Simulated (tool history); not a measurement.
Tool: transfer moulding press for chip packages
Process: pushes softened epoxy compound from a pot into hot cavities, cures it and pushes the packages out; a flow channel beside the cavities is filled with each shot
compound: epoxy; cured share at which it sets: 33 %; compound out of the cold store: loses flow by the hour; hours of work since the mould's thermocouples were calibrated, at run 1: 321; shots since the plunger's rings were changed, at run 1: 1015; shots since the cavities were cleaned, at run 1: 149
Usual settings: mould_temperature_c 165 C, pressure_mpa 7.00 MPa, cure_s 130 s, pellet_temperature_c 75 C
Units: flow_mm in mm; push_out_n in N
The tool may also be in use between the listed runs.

run,hour,mould_temperature_c,pressure_mpa,cure_s,pellet_temperature_c,hours of work since the mould's thermocouples were calibrated,shots since the plunger's rings were changed,shots since the cavities were cleaned,incoming compound's hours out of the cold store,flow_mm,push_out_n
1,0.0,165,7.00,130,75,321,1015,149,39.8,872,797
2,10.9,165,7.00,130,75,329,1135,269,43.7,847,930
3,18.6,165,7.00,130,75,334,1219,353,10.0,1006,1033
# hour 27.7: cavities cleaned with cleaning compound and waxed
4,30.4,165,7.00,130,67,341,1332,29,38.7,864,651
5,41.6,165,7.00,130,75,349,1455,152,46.1,833,780
6,50.8,165,7.00,130,75,356,1556,253,40.1,856,924
7,58.0,165,7.00,130,75,361,1634,331,25.2,921,1009
# hour 68.9: cavities cleaned with cleaning compound and waxed
8,69.7,165,6.01,130,75,368,1747,10,38.0,798,584
9,77.9,165,6.01,130,75,374,1837,100,19.1,877,765
10,86.1,165,6.01,130,75,379,1926,189,32.7,819,831
11,97.9,165,6.01,130,75,388,2056,319,15.9,889,1008
12,103.3,165,7.00,130,77,392,2115,378,28.7,895,1023
# hour 110.0: cavities cleaned with cleaning compound and waxed
13,114.5,162,7.09,112,70,398,2221,49,43.0,855,1139
14,120.4,170,5.90,127,70,403,2286,114,18.9,841,616
15,132.9,167,5.47,130,72,411,2423,251,17.8,820,846
16,138.7,170,7.00,130,82,415,2487,315,9.6,957,759
# hour 151.3: cavities cleaned with cleaning compound and waxed
17,151.3,170,7.00,130,82,423,2609,0,44.4,807,465
18,159.9,163,7.00,130,82,429,2702,93,24.0,907,836
19,167.9,170,5.54,140,71,435,2791,182,33.6,749,631
20,179.0,172,6.27,130,75,443,2912,303,29.5,803,723
21,190.7,168,6.84,130,67,451,3040,431,26.8,861,911
# hour 192.9: cavities cleaned with cleaning compound and waxed
22,198.6,163,6.30,151,81,456,3111,64,9.0,936,620

Run 23 comes next. What will it give?
23,207.3,162,6.30,151,81,462,3206,159,22.3,?,?

Run 23 gave flow_mm 875 mm, push_out_n 797 N.
Without the tool's hidden state the same run would have given flow_mm 927 mm, push_out_n 573 N.
